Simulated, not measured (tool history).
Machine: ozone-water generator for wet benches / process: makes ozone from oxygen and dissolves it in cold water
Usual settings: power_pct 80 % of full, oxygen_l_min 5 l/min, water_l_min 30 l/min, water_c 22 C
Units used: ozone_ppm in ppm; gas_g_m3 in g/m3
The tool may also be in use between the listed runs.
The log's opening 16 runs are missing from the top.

Run 17, day 15.225: usual settings. Result: ozone_ppm 14.2 ppm, gas_g_m3 248.4 g/m3.
Run 18, day 16.129: usual settings. Result: ozone_ppm 14.3 ppm, gas_g_m3 250.3 g/m3.
Run 19, day 17.633: usual settings but power_pct 73 % of full, water_l_min 24 l/min, water_c 21 C. Result: ozone_ppm 16.5 ppm, gas_g_m3 236.5 g/m3.
Run 20, day 18.912: usual settings but water_l_min 25 l/min, water_c 16 C. Result: ozone_ppm 18 ppm, gas_g_m3 247.5 g/m3.
Run 21, day 20.029: usual settings but power_pct 56 % of full, water_l_min 35 l/min, water_c 27 C. Result: ozone_ppm 9.2 ppm, gas_g_m3 194.9 g/m3.
Run 22, day 21.046: usual settings but oxygen_l_min 6.04 l/min, water_l_min 42 l/min, water_c 25 C. Result: ozone_ppm 10 ppm, gas_g_m3 226.2 g/m3.
Run 23, day 22.029: usual settings but oxygen_l_min 6.04 l/min, water_l_min 42 l/min, water_c 25 C. Result: ozone_ppm 10.2 ppm, gas_g_m3 225.8 g/m3.
Run 24, day 22.971: usual settings but oxygen_l_min 3.2 l/min, water_l_min 37 l/min, water_c 23 C. Result: ozone_ppm 10.7 ppm, gas_g_m3 318.3 g/m3.
Run 25, day 24.408: usual settings but power_pct 90 % of full, oxygen_l_min 3.2 l/min, water_l_min 24 l/min, water_c 25 C. Result: ozone_ppm 17.2 ppm, gas_g_m3 343.3 g/m3.
Run 26, day 25.092: usual settings but power_pct 43 % of full, water_l_min 38 l/min. Result: ozone_ppm 7.5 ppm, gas_g_m3 164.7 g/m3.
Run 27, day 26.404: usual settings but power_pct 43 % of full, oxygen_l_min 5.74 l/min, water_l_min 27 l/min. Result: ozone_ppm 10.2 ppm, gas_g_m3 152.6 g/m3.
Run 28, day 27.158: usual settings but power_pct 43 % of full, oxygen_l_min 5.74 l/min, water_l_min 28 l/min, water_c 23 C. Result: ozone_ppm 9.8 ppm, gas_g_m3 151.5 g/m3.
Run 29, day 27.946: usual settings but power_pct 69 % of full, oxygen_l_min 2.92 l/min, water_l_min 20 l/min, water_c 18 C. Result: ozone_ppm 18.6 ppm, gas_g_m3 301.8 g/m3.
Run 30, day 28.871: usual settings but power_pct 69 % of full, oxygen_l_min 2.92 l/min, water_l_min 20 l/min, water_c 18 C. Result: ozone_ppm 18.3 ppm, gas_g_m3 300.6 g/m3.
Run 31, day 30.071: usual settings but power_pct 69 % of full, oxygen_l_min 3.27 l/min, water_l_min 25 l/min, water_c 18 C. Result: ozone_ppm 14.9 ppm, gas_g_m3 283.6 g/m3.
Run 32, day 30.896: usual settings but power_pct 68 % of full, oxygen_l_min 5.66 l/min, water_l_min 20 l/min. Result: ozone_ppm 18.1 ppm, gas_g_m3 207.6 g/m3.
Run 33, day 32.225: usual settings but power_pct 68 % of full, oxygen_l_min 5.66 l/min, water_l_min 20 l/min. Result: ozone_ppm 17.8 ppm, gas_g_m3 207.3 g/m3.
Run 34, day 33.117: usual settings but power_pct 68 % of full, oxygen_l_min 5.66 l/min, water_l_min 20 l/min. Result: ozone_ppm 17.9 ppm, gas_g_m3 207.9 g/m3.

Below are 3 alternative next runs, each starting from the tool's condition after run 34. Predict each:
Run A, day 33.738: usual settings but oxygen_l_min 4.43 l/min. Result: ozone_ppm ?, gas_g_m3 ?.
Run B, day 33.738: usual settings but power_pct 55 % of full, oxygen_l_min 5.66 l/min, water_l_min 20 l/min, water_c 23 C. Result: ozone_ppm ?, gas_g_m3 ?.
Run C, day 33.738: usual settings but power_pct 92 % of full, oxygen_l_min 3.8 l/min, water_l_min 42 l/min. Result: ozone_ppm ?, gas_g_m3 ?.

run  ozone_ppm  gas_g_m3
  A       13.8       263
  B       15.2     179.7
  C       10.7     319.3
Without the tool's hidden state the same runs would have given:
run  ozone_ppm  gas_g_m3
  A       15.1     266.1
  B       16.5     181.3
  C       11.8     323.4

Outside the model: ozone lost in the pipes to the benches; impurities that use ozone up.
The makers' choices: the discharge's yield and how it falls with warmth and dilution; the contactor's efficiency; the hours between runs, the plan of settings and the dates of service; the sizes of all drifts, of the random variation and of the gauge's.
